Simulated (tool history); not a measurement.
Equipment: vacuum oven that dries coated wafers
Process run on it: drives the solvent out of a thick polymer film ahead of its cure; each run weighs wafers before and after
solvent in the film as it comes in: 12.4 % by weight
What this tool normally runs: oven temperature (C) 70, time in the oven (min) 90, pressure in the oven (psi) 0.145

{"run": 1, "hour": 0.0, "oven temperature (C)": 70, "time in the oven (min)": 90, "pressure in the oven (psi)": 0.145, "solvent left in the film (%)": 1.07}
{"run": 2, "hour": 23.9, "oven temperature (C)": 82, "time in the oven (min)": 90, "pressure in the oven (psi)": 0.145, "solvent left in the film (%)": 0.29}
{"run": 3, "hour": 45.2, "oven temperature (C)": 56, "time in the oven (min)": 90, "pressure in the oven (psi)": 0.145, "solvent left in the film (%)": 3.08}
{"run": 4, "hour": 65.6, "oven temperature (C)": 56, "time in the oven (min)": 90, "pressure in the oven (psi)": 0.145, "solvent left in the film (%)": 3.04}
{"run": 5, "hour": 92.4, "oven temperature (C)": 56, "time in the oven (min)": 90, "pressure in the oven (psi)": 0.145, "solvent left in the film (%)": 3.06}
{"run": 6, "hour": 117.7, "oven temperature (C)": 56, "time in the oven (min)": 90, "pressure in the oven (psi)": 0.354, "solvent left in the film (%)": 3.53}
{"run": 7, "hour": 139.6, "oven temperature (C)": 56, "time in the oven (min)": 90, "pressure in the oven (psi)": 0.354, "solvent left in the film (%)": 3.57}
{"run": 8, "hour": 174.9, "oven temperature (C)": 61, "time in the oven (min)": 90, "pressure in the oven (psi)": 0.354, "solvent left in the film (%)": 2.7}
{"run": 9, "hour": 205.3, "oven temperature (C)": 61, "time in the oven (min)": 90, "pressure in the oven (psi)": 0.354, "solvent left in the film (%)": 2.72}
{"run": 10, "hour": 235.3, "oven temperature (C)": 61, "time in the oven (min)": 90, "pressure in the oven (psi)": 0.145, "solvent left in the film (%)": 2.24}
{"run": 11, "hour": 256.6, "oven temperature (C)": 61, "time in the oven (min)": 67, "pressure in the oven (psi)": 0.145, "solvent left in the film (%)": 3.18}
{"run": 12, "hour": 280.5, "oven temperature (C)": 61, "time in the oven (min)": 67, "pressure in the oven (psi)": 0.145, "solvent left in the film (%)": 3.26}
{"run": 13, "hour": 310.1, "oven temperature (C)": 61, "time in the oven (min)": 67, "pressure in the oven (psi)": 0.145, "solvent left in the film (%)": 3.26}
{"run": 14, "hour": 335.3, "oven temperature (C)": 61, "time in the oven (min)": 67, "pressure in the oven (psi)": 0.145, "solvent left in the film (%)": 3.25}
{"run": 15, "hour": 360.7, "oven temperature (C)": 61, "time in the oven (min)": 67, "pressure in the oven (psi)": 0.145, "solvent left in the film (%)": 3.25}
{"run": 16, "hour": 397.3, "oven temperature (C)": 61, "time in the oven (min)": 67, "pressure in the oven (psi)": 0.145, "solvent left in the film (%)": 3.23}
{"run": 17, "hour": 428.3, "oven temperature (C)": 70, "time in the oven (min)": 90, "pressure in the oven (psi)": 0.145, "solvent left in the film (%)": 1.14}
{"run": 18, "hour": 447.4, "oven temperature (C)": 70, "time in the oven (min)": 90, "pressure in the oven (psi)": 0.145, "solvent left in the film (%)": 1.13}
{"run": 19, "hour": 475.0, "oven temperature (C)": 70, "time in the oven (min)": 90, "pressure in the oven (psi)": 0.145, "solvent left in the film (%)": 1.18}
{"run": 20, "hour": 511.7, "oven temperature (C)": 70, "time in the oven (min)": 90, "pressure in the oven (psi)": 0.145, "solvent left in the film (%)": 1.14}
{"run": 21, "hour": 540.3, "oven temperature (C)": 64, "time in the oven (min)": 132, "pressure in the oven (psi)": 0.506, "solvent left in the film (%)": 1.72}
{"run": 22, "hour": 573.2, "oven temperature (C)": 85, "time in the oven (min)": 132, "pressure in the oven (psi)": 0.112, "solvent left in the film (%)": 0.16}
{"run": 23, "hour": 602.1, "oven temperature (C)": 71, "time in the oven (min)": 90, "pressure in the oven (psi)": 0.145, "solvent left in the film (%)": 1.07}
{"run": 24, "hour": 622.1, "oven temperature (C)": 62, "time in the oven (min)": 130, "pressure in the oven (psi)": 0.149, "solvent left in the film (%)": 1.3}
{"run": 25, "hour": 639.9, "oven temperature (C)": 59, "time in the oven (min)": 46, "pressure in the oven (psi)": 0.149, "solvent left in the film (%)": 4.99}
{"run": 26, "hour": 658.2, "oven temperature (C)": 73, "time in the oven (min)": 75, "pressure in the oven (psi)": 0.149, "solvent left in the film (%)": 1.25}
{"run": 27, "hour": 689.5, "oven temperature (C)": 65, "time in the oven (min)": 133, "pressure in the oven (psi)": 0.087, "solvent left in the film (%)": 0.8}
{"run": 28, "hour": 713.1, "oven temperature (C)": 65, "time in the oven (min)": 133, "pressure in the oven (psi)": 0.087, "solvent left in the film (%)": 0.82}

What does the tool deliver on the next run?
{"run": 29, "hour": 731.4, "oven temperature (C)": 65, "time in the oven (min)": 133, "pressure in the oven (psi)": 0.087, "solvent left in the film (%)": "?"}

solvent left in the film (%): 0.85
Without the tool's hidden state the same run would have given solvent left in the film (%) 0.64.
